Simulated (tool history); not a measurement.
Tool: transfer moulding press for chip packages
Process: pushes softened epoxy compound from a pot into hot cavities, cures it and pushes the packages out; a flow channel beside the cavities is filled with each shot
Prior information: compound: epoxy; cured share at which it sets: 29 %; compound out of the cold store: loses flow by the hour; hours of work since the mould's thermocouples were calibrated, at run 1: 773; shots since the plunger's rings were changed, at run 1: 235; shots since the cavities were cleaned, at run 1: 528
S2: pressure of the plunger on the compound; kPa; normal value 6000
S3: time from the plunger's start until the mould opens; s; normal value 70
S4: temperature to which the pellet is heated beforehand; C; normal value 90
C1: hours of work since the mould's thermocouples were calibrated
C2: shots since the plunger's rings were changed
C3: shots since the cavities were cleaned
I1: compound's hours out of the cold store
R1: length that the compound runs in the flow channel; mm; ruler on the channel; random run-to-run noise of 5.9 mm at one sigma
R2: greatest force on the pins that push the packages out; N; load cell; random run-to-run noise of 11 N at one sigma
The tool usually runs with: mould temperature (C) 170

run 1 day=0 | mould_temperature_(C)=170 S2=6000 S3=70 S4=90 | C1=773 C2=235 C3=528 | I1=43.9 | R1=589 R2=608
-- day=0.288 mould's thermocouples calibrated
-- day=0.35 cavities cleaned with cleaning compound and waxed
-- day=2.121 cavities cleaned with cleaning compound and waxed
run 2 day=2.908 | mould_temperature_(C)=170 S2=6000 S3=70 S4=90 | C1=41 C2=1161 C3=269 | I1=37.3 | R1=610 R2=590
-- day=4.1 cavities cleaned with cleaning compound and waxed
run 3 day=4.608 | mould_temperature_(C)=170 S2=6000 S3=70 S4=90 | C1=67 C2=1723 C3=175 | I1=44.8 | R1=584 R2=536
-- day=5.979 cavities cleaned with cleaning compound and waxed
run 4 day=6.342 | mould_temperature_(C)=170 S2=6000 S3=70 S4=90 | C1=95 C2=2297 C3=126 | I1=31.2 | R1=594 R2=535
-- day=7.933 cavities cleaned with cleaning compound and waxed
run 5 day=8.075 | mould_temperature_(C)=170 S2=6000 S3=70 S4=90 | C1=122 C2=2870 C3=50 | I1=47.5 | R1=578 R2=494
run 6 day=9.229 | mould_temperature_(C)=170 S2=6000 S3=53 S4=90 | C1=141 C2=3265 C3=445 | I1=43.4 | R1=575 R2=1152
-- day=9.783 cavities cleaned with cleaning compound and waxed
run 7 day=10.775 | mould_temperature_(C)=170 S2=6000 S3=53 S4=90 | C1=165 C2=3773 C3=340 | I1=35 | R1=580 R2=1204
-- day=11.562 cavities cleaned with cleaning compound and waxed
run 8 day=11.938 | mould_temperature_(C)=170 S2=6000 S3=70 S4=90 | C1=183 C2=4150 C3=128 | I1=20.8 | R1=630 R2=556
-- day=13.388 cavities cleaned with cleaning compound and waxed
run 9 day=14.042 | mould_temperature_(C)=170 S2=5540 S3=70 S4=90 | C1=216 C2=4851 C3=225 | I1=16 | R1=592 R2=562
-- day=15.329 cavities cleaned with cleaning compound and waxed
-- day=15.675 plunger's sealing rings changed
run 10 day=16.317 | mould_temperature_(C)=167 S2=6000 S3=70 S4=90 | C1=250 C2=221 C3=304 | I1=40.6 | R1=614 R2=637
-- day=17.2 cavities cleaned with cleaning compound and waxed
-- day=19.142 cavities cleaned with cleaning compound and waxed
run 11 day=19.142 | mould_temperature_(C)=170 S2=6000 S3=70 S4=89 | C1=294 C2=1147 C3=0 | I1=34.8 | R1=612 R2=506
-- day=20.946 cavities cleaned with cleaning compound and waxed
run 12 day=20.946 | mould_temperature_(C)=170 S2=6000 S3=70 S4=89 | C1=323 C2=1744 C3=0 | I1=46 | R1=582 R2=475
-- day=22.812 cavities cleaned with cleaning compound and waxed
run 13 day=23.588 | mould_temperature_(C)=170 S2=6000 S3=70 S4=90 | C1=365 C2=2628 C3=265 | I1=43.2 | R1=580 R2=559
-- day=24.65 cavities cleaned with cleaning compound and waxed
run 14 day=24.938 | mould_temperature_(C)=170 S2=6000 S3=70 S4=90 | C1=386 C2=3070 C3=99 | I1=38.5 | R1=596 R2=513
-- day=26.479 cavities cleaned with cleaning compound and waxed
run 15 day=26.788 | mould_temperature_(C)=169 S2=6020 S3=87 S4=91 | C1=415 C2=3683 C3=106 | I1=15 | R1=635 R2=422
-- day=28.271 cavities cleaned with cleaning compound and waxed
run 16 day=29.288 | mould_temperature_(C)=174 S2=5120 S3=87 S4=91 | C1=454 C2=4519 C3=349 | I1=40.7 | R1=517 R2=446
-- day=30.2 cavities cleaned with cleaning compound and waxed
run 17 day=30.85 | mould_temperature_(C)=174 S2=5120 S3=87 S4=91 | C1=479 C2=5034 C3=224 | I1=25.4 | R1=552 R2=413
-- day=31.896 plunger's sealing rings changed
-- day=32.154 cavities cleaned with cleaning compound and waxed
run 18 day=33.279 | mould_temperature_(C)=164 S2=6170 S3=107 S4=83 | C1=516 C2=452 C3=386 | I1=27.5 | R1=642 R2=453
-- day=34.042 cavities cleaned with cleaning compound and waxed
run 19 day=35.654 | mould_temperature_(C)=176 S2=6000 S3=83 S4=85 | C1=553 C2=1245 C3=552 | I1=43.2 | R1=584 R2=448
-- day=35.933 cavities cleaned with cleaning compound and waxed
run 20 day=36.988 | mould_temperature_(C)=176 S2=6000 S3=83 S4=85 | C1=574 C2=1681 C3=361 | I1=24.8 | R1=615 R2=431
-- day=37.842 cavities cleaned with cleaning compound and waxed
run 21 day=38.471 | mould_temperature_(C)=170 S2=4990 S3=70 S4=99 | C1=597 C2=2169 C3=216 | I1=25.8 | R1=561 R2=518
-- day=39.725 cavities cleaned with cleaning compound and waxed
run 22 day=40.238 | mould_temperature_(C)=170 S2=4990 S3=70 S4=99 | C1=625 C2=2753 C3=176 | I1=44.5 | R1=524 R2=490
run 23 day=41.329 | mould_temperature_(C)=171 S2=5630 S3=67 S4=96 | C1=643 C2=3127 C3=550 | I1=9.7 | R1=630 R2=625
-- day=41.508 cavities cleaned with cleaning compound and waxed
run 24 day=42.712 | mould_temperature_(C)=171 S2=5630 S3=60 S4=96 | C1=664 C2=3581 C3=413 | I1=29.7 | R1=575 R2=765
-- day=43.371 cavities cleaned with cleaning compound and waxed
-- day=45.208 cavities cleaned with cleaning compound and waxed
run 25 day=45.208 | mould_temperature_(C)=170 S2=6000 S3=70 S4=99 | C1=703 C2=4394 C3=0 | I1=12.4 | R1=632 R2=467
-- day=47.008 cavities cleaned with cleaning compound and waxed
run 26 day=47.238 | mould_temperature_(C)=170 S2=6000 S3=70 S4=99 | C1=735 C2=5068 C3=78 | I1=38.5 | R1=563 R2=477

Table of differences, measured result less the result of that run with no hidden state. Run-to-run variation is the same in both. Gauge scatter possibly is not:
The hidden state here: true mould temperature over the reading, C; pressure that reaches the compound, % of what is set; grip of the stained cavities, % over clean ones'; drift of the gauge itself on flow_mm, %; drift of the gauge itself on push_out_n, %.
run=1 R1=-3 R2=+105
run=2 R1=-7 R2=+85
run=3 R1=-11 R2=+57
run=4 R1=-15 R2=+40
run=5 R1=-17 R2=+14
run=6 R1=-20 R2=+211
run=7 R1=-23 R2=+201
run=8 R1=-28 R2=+37
run=9 R1=-31 R2=+56
run=10 R1=-3 R2=+88
run=11 R1=-8 R2=-5
run=12 R1=-11 R2=-7
run=13 R1=-16 R2=+65
run=14 R1=-19 R2=+18
run=15 R1=-24 R2=+34
run=16 R1=-25 R2=+78
run=17 R1=-29 R2=+51
run=18 R1=-4 R2=+75
run=19 R1=-9 R2=+98
run=20 R1=-11 R2=+71
run=21 R1=-12 R2=+35
run=22 R1=-15 R2=+28
run=23 R1=-21 R2=+104
run=24 R1=-21 R2=+80
run=25 R1=-29 R2=-27
run=26 R1=-30 R2=-3

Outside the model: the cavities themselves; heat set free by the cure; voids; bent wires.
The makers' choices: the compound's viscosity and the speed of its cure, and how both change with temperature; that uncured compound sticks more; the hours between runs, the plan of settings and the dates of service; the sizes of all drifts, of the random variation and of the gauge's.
